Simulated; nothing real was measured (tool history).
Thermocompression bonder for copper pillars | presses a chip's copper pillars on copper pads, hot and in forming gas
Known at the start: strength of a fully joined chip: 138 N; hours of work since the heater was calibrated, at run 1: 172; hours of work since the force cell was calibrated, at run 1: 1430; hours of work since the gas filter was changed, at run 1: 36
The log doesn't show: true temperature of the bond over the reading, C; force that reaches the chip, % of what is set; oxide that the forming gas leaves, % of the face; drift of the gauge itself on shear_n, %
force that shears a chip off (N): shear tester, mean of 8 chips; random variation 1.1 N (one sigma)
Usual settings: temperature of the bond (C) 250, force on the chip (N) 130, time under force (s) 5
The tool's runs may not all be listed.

run,hour,temperature of the bond (C),force on the chip (N),time under force (s),hours of work since the heater was calibrated,hours of work since the force cell was calibrated,hours of work since the gas filter was changed,force that shears a chip off (N)
1,0,250,130,5,172,1430,36,99.2
2,51.2,250,130,5,207,1465,70,102.3
3,86.3,250,130,5,230,1489,94,100.3
4,144,250,130,5,269,1527,133,100.6
# hour 150.5: forming gas filter changed
5,177.4,250,130,5,291,1550,18,101.6
6,212.2,250,130,5,315,1573,42,99.4
# hour 248.8: force cell calibrated
7,269.3,236,130,5,352,14,79,86.7
8,314.9,236,130,5,383,45,110,87
# hour 356.2: forming gas filter changed
9,356.2,236,130,5,410,72,0,86.8
10,393.2,236,130,5,435,97,25,86.2
11,428.8,236,130,5,459,121,49,88.2
12,474.9,236,130,5,490,152,80,87
13,531,236,130,5,528,190,118,85.5
# hour 563.7: forming gas filter changed
14,594.8,236,130,14,571,232,21,112.3
15,636.2,250,130,5,599,260,49,100.7
16,684.3,250,173,3,631,293,81,95.6
17,730.8,250,173,3,662,324,113,95.7
# hour 767: forming gas filter changed
18,790.5,250,121,6,702,364,16,102.6
19,852,250,80,5,744,405,57,83
20,883.3,250,80,5,765,426,78,83
21,917.3,250,94,3,788,449,101,74.1
# hour 970.3: forming gas filter changed
22,970.3,250,94,9,823,485,0,102.5
23,1008.9,250,98,7,849,511,26,96.9
24,1039.1,257,122,3,869,531,46,91.7
25,1093.6,257,122,3,906,568,83,91
26,1150.7,257,122,3,945,606,122,90.5
# hour 1173.7: forming gas filter changed
27,1178.6,257,122,3,963,625,3,91.9
28,1231,252,98,5,998,660,39,92.3
29,1270,272,80,6,1025,686,65,108.6
30,1323.7,272,193,11,1061,722,101,133.3

Hidden state at the last listed run before each entry between runs and at the first one after, where it differs:
Between runs 4 and 5: forming gas filter changed (hour 150.5)
  oxide that the forming gas leaves, % of the face: 1 -> 0.58
Between runs 6 and 7: force cell calibrated (hour 248.8)
  force that reaches the chip, % of what is set: 100.4 -> 100; oxide that the forming gas leaves, % of the face: 0.66 -> 0.8
Between runs 8 and 9: forming gas filter changed (hour 356.2)
  oxide that the forming gas leaves, % of the face: 0.92 -> 0.5
Between runs 13 and 14: forming gas filter changed (hour 563.7)
  oxide that the forming gas leaves, % of the face: 0.95 -> 0.58
Between runs 17 and 18: forming gas filter changed (hour 767)
  oxide that the forming gas leaves, % of the face: 0.92 -> 0.56
Between runs 21 and 22: forming gas filter changed (hour 970.3)
  force that reaches the chip, % of what is set: 100.1 -> 100.2; oxide that the forming gas leaves, % of the face: 0.91 -> 0.5
Between runs 26 and 27: forming gas filter changed (hour 1173.7)
  oxide that the forming gas leaves, % of the face: 0.97 -> 0.52
